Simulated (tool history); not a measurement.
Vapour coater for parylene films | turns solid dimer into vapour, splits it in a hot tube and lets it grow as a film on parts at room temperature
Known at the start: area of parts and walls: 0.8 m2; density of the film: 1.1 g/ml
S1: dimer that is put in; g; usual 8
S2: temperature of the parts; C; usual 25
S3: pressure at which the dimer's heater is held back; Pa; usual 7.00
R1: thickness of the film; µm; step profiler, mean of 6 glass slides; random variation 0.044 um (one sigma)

run	hour	S1	S2	S3	R1
1	0.0	8	25	7.00	4.73
2	35.1	8	25	7.00	4.79
3	62.7	8	25	7.00	4.75
4	83.4	8	25	7.00	4.73
5	107.1	5	25	7.00	2.97
6	132.7	8	25	7.00	4.70
7	166.0	8	25	7.00	4.73
8	192.0	8	25	3.24	5.21
9	210.2	8	25	3.24	5.18
10	236.0	8	25	3.24	5.20
11	275.6	8	25	3.24	5.06
12	304.0	8	25	3.24	5.18
13	324.5	8	25	3.24	5.14
14	366.8	12	25	3.24	7.63
15	395.4	6	19	11.11	3.66
16	421.7	6	19	11.11	3.57
17	449.7	8	29	7.00	4.33
18	488.1	5	28	7.00	2.72
19	516.6	8	25	9.48	4.39
20	535.8	6	36	11.61	2.70
21	571.3	5	32	2.09	2.91
22	595.6	3	18	4.46	2.02
23	639.1	3	18	4.46	2.03
24	677.8	3	18	4.46	2.03
25	698.7	9	29	5.97	4.84

Forecast each of these 5 alternatives for the next run:
A	731.6	6	25	7.62	?
B	731.6	4	28	4.98	?
C	731.6	8	25	2.91	?
D	731.6	9	29	2.33	?
E	731.6	9	18	5.97	?

run	R1
A	3.32
B	2.18
C	4.99
D	5.37
E	5.76
Without the tool's hidden state the same runs would have given:
run	R1
A	3.62
B	2.38
C	5.44
D	5.85
E	6.28
